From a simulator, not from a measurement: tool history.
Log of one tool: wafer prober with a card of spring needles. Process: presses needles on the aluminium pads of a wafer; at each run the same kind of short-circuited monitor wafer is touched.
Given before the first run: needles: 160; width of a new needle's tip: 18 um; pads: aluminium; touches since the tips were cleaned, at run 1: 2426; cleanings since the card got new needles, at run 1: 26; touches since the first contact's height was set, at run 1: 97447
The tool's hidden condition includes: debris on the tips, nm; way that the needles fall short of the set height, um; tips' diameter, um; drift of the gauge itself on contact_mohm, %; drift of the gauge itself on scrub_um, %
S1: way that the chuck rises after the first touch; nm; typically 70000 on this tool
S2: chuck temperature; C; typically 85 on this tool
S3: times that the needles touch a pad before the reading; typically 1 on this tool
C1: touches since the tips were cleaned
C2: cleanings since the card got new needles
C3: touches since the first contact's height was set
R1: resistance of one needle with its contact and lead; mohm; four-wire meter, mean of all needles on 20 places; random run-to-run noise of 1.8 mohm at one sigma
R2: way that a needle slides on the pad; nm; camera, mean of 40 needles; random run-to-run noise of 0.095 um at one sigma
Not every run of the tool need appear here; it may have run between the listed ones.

run,hour,S1,S2,S3,C1,C2,C3,R1,R2
1,0,70000,85,1,2426,26,97447,177,14080
# hour 7.3: tips cleaned on abrasive film
2,13.8,70000,29,1,827,27,99183,168,14080
3,26.1,78000,85,1,2397,27,100753,177,15400
# hour 32.5: tips cleaned on abrasive film
4,37.6,78000,85,1,647,28,102193,180,15610
5,49.7,70000,85,1,2189,28,103735,182,14090
# hour 58.5: tips cleaned on abrasive film
6,67.8,70000,85,1,1192,29,106026,183,14090
7,80.3,70000,85,3,2774,29,107608,179,14140
# hour 83.9: tips cleaned on abrasive film
8,94.7,70000,85,3,1378,30,109424,182,13890
# hour 109.3: tips cleaned on abrasive film
9,115.5,70000,85,3,781,31,112046,182,14060
10,129.3,70000,85,3,2537,31,113802,180,14180
# hour 135.7: tips cleaned on abrasive film
11,142.1,62000,85,1,816,32,115423,184,12470
12,159,62000,85,1,2955,32,117562,183,12620
# hour 160.8: tips cleaned on abrasive film
13,177.1,70000,72,1,2063,33,119845,177,13980
# hour 186.5: tips cleaned on abrasive film
14,187.3,70000,72,1,95,34,121126,177,14130
15,200.2,51000,85,1,1744,34,122775,185,10170
# hour 213.1: tips cleaned on abrasive film
16,214.9,51000,85,2,225,35,124620,184,10290
17,235.1,51000,85,2,2798,35,127193,185,10160
# hour 238.5: tips cleaned on abrasive film
18,249.6,82000,85,1,1399,36,129013,178,16490
# hour 264: tips cleaned on abrasive film
19,267.4,58000,26,3,438,37,131267,175,11560
20,283.7,60000,85,2,2507,37,133336,182,11960
# hour 289.6: tips cleaned on abrasive film
21,300.4,61000,107,2,1367,38,135440,182,12280
# hour 314.8: tips cleaned on abrasive film
22,321.1,70000,33,1,805,39,138067,168,14060
23,337.8,81000,46,1,2918,39,140180,173,16210
# hour 340.9: tips cleaned on abrasive film
24,350.5,81000,46,2,1213,40,141780,172,16210
25,360.5,78000,46,2,2485,40,143052,171,15690
# hour 366.2: tips cleaned on abrasive film
26,381.4,78000,46,2,1928,41,145690,173,15710
27,390.7,78000,46,2,3116,41,146878,169,15740
# hour 392.2: tips cleaned on abrasive film
28,402,58000,49,1,1251,42,148303,177,11710
# hour 417.8: tips cleaned on abrasive film
29,422.2,66000,85,1,561,43,150854,179,13400
30,432.7,66000,85,1,1884,43,152177,184,13160
31,441.3,66000,51,1,2987,43,153280,176,13270
# hour 443.2: tips cleaned on abrasive film
32,461.6,66000,51,1,2334,44,155844,174,13160
# hour 468.8: tips cleaned on abrasive film
33,476.9,70000,85,2,1026,45,157768,180,13980

Branching from run 33: 3 alternative next runs. What would each branch give?
# hour 495.4: tips cleaned on abrasive film
A,498.4,70000,85,1,370,46,160483,?,?
# hour 495.4: tips cleaned on abrasive film
B,498.4,89000,85,2,370,46,160483,?,?
# hour 495.4: tips cleaned on abrasive film
C,498.4,70000,40,2,370,46,160483,?,?

run,R1,R2
A,179,14120
B,179,17770
C,171,14040
Stripped of hidden state, with their random variation kept, the same runs would have yielded:
run,R1,R2
A,179,14130
B,179,17780
C,171,14050

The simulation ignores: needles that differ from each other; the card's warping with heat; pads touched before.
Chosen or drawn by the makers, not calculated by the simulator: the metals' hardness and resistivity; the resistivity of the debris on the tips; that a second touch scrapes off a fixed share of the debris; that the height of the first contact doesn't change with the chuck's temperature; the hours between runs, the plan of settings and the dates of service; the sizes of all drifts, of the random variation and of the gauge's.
